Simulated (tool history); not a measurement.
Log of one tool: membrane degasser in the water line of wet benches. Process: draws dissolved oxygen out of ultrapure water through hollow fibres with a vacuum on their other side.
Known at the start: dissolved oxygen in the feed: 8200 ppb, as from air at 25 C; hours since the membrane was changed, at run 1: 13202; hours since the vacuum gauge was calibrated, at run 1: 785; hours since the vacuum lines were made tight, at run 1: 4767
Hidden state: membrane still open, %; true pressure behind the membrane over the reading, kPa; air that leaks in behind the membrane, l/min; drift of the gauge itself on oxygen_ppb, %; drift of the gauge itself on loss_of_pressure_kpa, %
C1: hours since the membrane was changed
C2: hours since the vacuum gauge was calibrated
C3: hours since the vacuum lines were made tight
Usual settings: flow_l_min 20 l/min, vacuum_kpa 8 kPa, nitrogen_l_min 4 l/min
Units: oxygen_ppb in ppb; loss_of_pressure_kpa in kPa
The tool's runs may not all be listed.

{"run": 1, "hour": 0.0, "flow_l_min": 20, "vacuum_kpa": 8, "nitrogen_l_min": 4, "C1": 13202, "C2": 785, "C3": 4767, "oxygen_ppb": 288.2, "loss_of_pressure_kpa": 63.43}
{"run": 2, "hour": 255.9, "flow_l_min": 20, "vacuum_kpa": 8, "nitrogen_l_min": 4.03, "C1": 13458, "C2": 1040, "C3": 5023, "oxygen_ppb": 293.7, "loss_of_pressure_kpa": 64.01}
{"run": 3, "hour": 524.3, "flow_l_min": 20, "vacuum_kpa": 8, "nitrogen_l_min": 4.03, "C1": 13726, "C2": 1309, "C3": 5291, "oxygen_ppb": 292.2, "loss_of_pressure_kpa": 63.3}
{"run": 4, "hour": 701.4, "flow_l_min": 20, "vacuum_kpa": 8, "nitrogen_l_min": 4.03, "C1": 13903, "C2": 1486, "C3": 5468, "oxygen_ppb": 287.4, "loss_of_pressure_kpa": 63.41}
{"hour": 896.5, "done": "seals of the vacuum lines changed"}
{"run": 5, "hour": 915.7, "flow_l_min": 20, "vacuum_kpa": 8, "nitrogen_l_min": 4.03, "C1": 14115, "C2": 1698, "C3": 19, "oxygen_ppb": 291.4, "loss_of_pressure_kpa": 63.66}
{"run": 6, "hour": 1173.6, "flow_l_min": 20, "vacuum_kpa": 8, "nitrogen_l_min": 4.03, "C1": 14373, "C2": 1956, "C3": 277, "oxygen_ppb": 290.1, "loss_of_pressure_kpa": 63.64}
{"hour": 1387.6, "done": "membrane cartridge changed"}
{"run": 7, "hour": 1497.0, "flow_l_min": 20, "vacuum_kpa": 8, "nitrogen_l_min": 4.03, "C1": 109, "C2": 2276, "C3": 596, "oxygen_ppb": 286.9, "loss_of_pressure_kpa": 63.61}
{"run": 8, "hour": 1708.8, "flow_l_min": 20, "vacuum_kpa": 8, "nitrogen_l_min": 4, "C1": 321, "C2": 2487, "C3": 808, "oxygen_ppb": 289.8, "loss_of_pressure_kpa": 63.57}
{"run": 9, "hour": 1953.3, "flow_l_min": 20, "vacuum_kpa": 8, "nitrogen_l_min": 4, "C1": 566, "C2": 2732, "C3": 1053, "oxygen_ppb": 291.5, "loss_of_pressure_kpa": 64.2}
{"run": 10, "hour": 2213.7, "flow_l_min": 20, "vacuum_kpa": 8, "nitrogen_l_min": 4, "C1": 826, "C2": 2992, "C3": 1313, "oxygen_ppb": 289.1, "loss_of_pressure_kpa": 63.79}
{"run": 11, "hour": 2382.8, "flow_l_min": 20, "vacuum_kpa": 8, "nitrogen_l_min": 4, "C1": 995, "C2": 3161, "C3": 1482, "oxygen_ppb": 296.6, "loss_of_pressure_kpa": 63.54}
{"run": 12, "hour": 2715.7, "flow_l_min": 20, "vacuum_kpa": 8, "nitrogen_l_min": 4, "C1": 1328, "C2": 3494, "C3": 1815, "oxygen_ppb": 286.4, "loss_of_pressure_kpa": 63.4}
{"run": 13, "hour": 2984.6, "flow_l_min": 20, "vacuum_kpa": 5.49, "nitrogen_l_min": 4, "C1": 1597, "C2": 3763, "C3": 2084, "oxygen_ppb": 262.5, "loss_of_pressure_kpa": 63.7}
{"run": 14, "hour": 3304.1, "flow_l_min": 31, "vacuum_kpa": 8, "nitrogen_l_min": 4, "C1": 1916, "C2": 4083, "C3": 2404, "oxygen_ppb": 701.9, "loss_of_pressure_kpa": 98.45}
{"run": 15, "hour": 3483.8, "flow_l_min": 31, "vacuum_kpa": 8, "nitrogen_l_min": 4, "C1": 2096, "C2": 4262, "C3": 2583, "oxygen_ppb": 701.5, "loss_of_pressure_kpa": 98.55}
{"run": 16, "hour": 3629.4, "flow_l_min": 31, "vacuum_kpa": 8, "nitrogen_l_min": 4, "C1": 2242, "C2": 4408, "C3": 2729, "oxygen_ppb": 699.8, "loss_of_pressure_kpa": 98.48}
{"run": 17, "hour": 3926.7, "flow_l_min": 15, "vacuum_kpa": 11.16, "nitrogen_l_min": 7.41, "C1": 2539, "C2": 4705, "C3": 3026, "oxygen_ppb": 140.3, "loss_of_pressure_kpa": 47.66}
{"run": 18, "hour": 4148.3, "flow_l_min": 15, "vacuum_kpa": 11.16, "nitrogen_l_min": 7.41, "C1": 2761, "C2": 4927, "C3": 3248, "oxygen_ppb": 140.4, "loss_of_pressure_kpa": 47.93}
{"run": 19, "hour": 4464.8, "flow_l_min": 27, "vacuum_kpa": 13.64, "nitrogen_l_min": 4.32, "C1": 3077, "C2": 5243, "C3": 3564, "oxygen_ppb": 615.9, "loss_of_pressure_kpa": 86.01}
{"run": 20, "hour": 4608.8, "flow_l_min": 27, "vacuum_kpa": 13.64, "nitrogen_l_min": 4.32, "C1": 3221, "C2": 5387, "C3": 3708, "oxygen_ppb": 616.1, "loss_of_pressure_kpa": 85.91}
{"run": 21, "hour": 4821.7, "flow_l_min": 15, "vacuum_kpa": 19.71, "nitrogen_l_min": 4.32, "C1": 3434, "C2": 5600, "C3": 3921, "oxygen_ppb": 234.2, "loss_of_pressure_kpa": 47.55}
{"run": 22, "hour": 5106.4, "flow_l_min": 15, "vacuum_kpa": 16.82, "nitrogen_l_min": 2.78, "C1": 3719, "C2": 5885, "C3": 4206, "oxygen_ppb": 268.3, "loss_of_pressure_kpa": 48}
{"run": 23, "hour": 5269.5, "flow_l_min": 18, "vacuum_kpa": 11.61, "nitrogen_l_min": 4, "C1": 3882, "C2": 6048, "C3": 4369, "oxygen_ppb": 265.3, "loss_of_pressure_kpa": 57.35}
{"run": 24, "hour": 5447.4, "flow_l_min": 27, "vacuum_kpa": 8, "nitrogen_l_min": 4, "C1": 4060, "C2": 6226, "C3": 4547, "oxygen_ppb": 539, "loss_of_pressure_kpa": 85.84}
{"run": 25, "hour": 5617.5, "flow_l_min": 19, "vacuum_kpa": 8, "nitrogen_l_min": 5.67, "C1": 4230, "C2": 6396, "C3": 4717, "oxygen_ppb": 242.9, "loss_of_pressure_kpa": 60.52}
{"hour": 5732.0, "done": "vacuum gauge calibrated"}
{"run": 26, "hour": 5926.9, "flow_l_min": 20, "vacuum_kpa": 11.32, "nitrogen_l_min": 4, "C1": 4539, "C2": 195, "C3": 5026, "oxygen_ppb": 329.1, "loss_of_pressure_kpa": 63.59}
{"run": 27, "hour": 6098.9, "flow_l_min": 23, "vacuum_kpa": 6.67, "nitrogen_l_min": 3.36, "C1": 4711, "C2": 367, "C3": 5198, "oxygen_ppb": 385.7, "loss_of_pressure_kpa": 72.9}
{"run": 28, "hour": 6418.8, "flow_l_min": 19, "vacuum_kpa": 8, "nitrogen_l_min": 4, "C1": 5031, "C2": 687, "C3": 5518, "oxygen_ppb": 263.7, "loss_of_pressure_kpa": 60.29}
{"hour": 6554.7, "done": "seals of the vacuum lines changed"}
{"run": 29, "hour": 6593.5, "flow_l_min": 19, "vacuum_kpa": 8, "nitrogen_l_min": 4, "C1": 5203, "C2": 859, "C3": 39, "oxygen_ppb": 257.7, "loss_of_pressure_kpa": 60.6}
{"run": 30, "hour": 6918.6, "flow_l_min": 14, "vacuum_kpa": 11.27, "nitrogen_l_min": 4, "C1": 5529, "C2": 1185, "C3": 364, "oxygen_ppb": 147.6, "loss_of_pressure_kpa": 44.65}
{"run": 31, "hour": 7231.1, "flow_l_min": 14, "vacuum_kpa": 9.48, "nitrogen_l_min": 2.46, "C1": 5841, "C2": 1497, "C3": 676, "oxygen_ppb": 165.6, "loss_of_pressure_kpa": 44.61}

Hidden state at the last listed run before each entry between runs and at the first one after, where it differs:
Between runs 4 and 5: seals of the vacuum lines changed (hour 896.5)
  air that leaks in behind the membrane, l/min: 0.0022 -> 0.002
Between runs 6 and 7: membrane cartridge changed (hour 1387.6)
  membrane still open, %: 99.8 -> 100
Between runs 25 and 26: vacuum gauge calibrated (hour 5732)
  true pressure behind the membrane over the reading, kPa: 0.01 -> 0
Between runs 28 and 29: seals of the vacuum lines changed (hour 6554.7)
  air that leaks in behind the membrane, l/min: 0.0022 -> 0.002

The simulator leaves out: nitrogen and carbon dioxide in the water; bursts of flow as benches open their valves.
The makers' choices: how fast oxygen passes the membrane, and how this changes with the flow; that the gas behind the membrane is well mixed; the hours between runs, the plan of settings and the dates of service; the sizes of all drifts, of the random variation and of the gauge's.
